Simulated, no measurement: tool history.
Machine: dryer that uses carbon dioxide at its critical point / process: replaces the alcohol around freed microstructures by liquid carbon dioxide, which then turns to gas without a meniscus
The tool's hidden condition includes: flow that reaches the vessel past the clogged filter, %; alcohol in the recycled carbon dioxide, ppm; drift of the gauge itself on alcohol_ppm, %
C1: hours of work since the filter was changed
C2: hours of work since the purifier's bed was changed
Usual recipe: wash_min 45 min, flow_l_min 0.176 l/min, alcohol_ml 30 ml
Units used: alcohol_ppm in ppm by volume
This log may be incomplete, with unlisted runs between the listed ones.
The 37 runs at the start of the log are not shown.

run 38 hour=696.6 | wash_min=44 flow_l_min=0.152 alcohol_ml=40 | C1=243 C2=655 | alcohol_ppm=585
run 39 hour=719.6 | wash_min=44 flow_l_min=0.152 alcohol_ml=40 | C1=259 C2=671 | alcohol_ppm=613
run 40 hour=732.4 | wash_min=45 flow_l_min=0.235 alcohol_ml=30 | C1=268 C2=680 | alcohol_ppm=157
run 41 hour=746.7 | wash_min=45 flow_l_min=0.122 alcohol_ml=34 | C1=278 C2=690 | alcohol_ppm=1091
run 42 hour=757.9 | wash_min=45 flow_l_min=0.122 alcohol_ml=34 | C1=286 C2=698 | alcohol_ppm=1089
-- hour=762.7 inlet filter changed
run 43 hour=777.9 | wash_min=29 flow_l_min=0.289 alcohol_ml=30 | C1=11 C2=711 | alcohol_ppm=208
run 44 hour=794.8 | wash_min=45 flow_l_min=0.172 alcohol_ml=110 | C1=23 C2=723 | alcohol_ppm=540
run 45 hour=819.1 | wash_min=56 flow_l_min=0.157 alcohol_ml=84 | C1=40 C2=740 | alcohol_ppm=285

Each row is a separate what-if for the run after 45, all from the same tool condition, not one after another. Results?
run A hour=829.8 | wash_min=45 flow_l_min=0.151 alcohol_ml=28 | C1=47 C2=748 | alcohol_ppm=?
run B hour=829.8 | wash_min=66 flow_l_min=0.138 alcohol_ml=30 | C1=47 C2=748 | alcohol_ppm=?
run C hour=829.8 | wash_min=58 flow_l_min=0.199 alcohol_ml=50 | C1=47 C2=748 | alcohol_ppm=?
run D hour=829.8 | wash_min=56 flow_l_min=0.14 alcohol_ml=30 | C1=47 C2=748 | alcohol_ppm=?
run E hour=829.8 | wash_min=65 flow_l_min=0.176 alcohol_ml=54 | C1=47 C2=748 | alcohol_ppm=?

run=A alcohol_ppm=348
run=B alcohol_ppm=187
run=C alcohol_ppm=165
run=D alcohol_ppm=245
run=E alcohol_ppm=156
Without the tool's unlogged condition, the same runs would have read:
run=A alcohol_ppm=188
run=B alcohol_ppm=43
run=C alcohol_ppm=19
run=D alcohol_ppm=90
run=E alcohol_ppm=14

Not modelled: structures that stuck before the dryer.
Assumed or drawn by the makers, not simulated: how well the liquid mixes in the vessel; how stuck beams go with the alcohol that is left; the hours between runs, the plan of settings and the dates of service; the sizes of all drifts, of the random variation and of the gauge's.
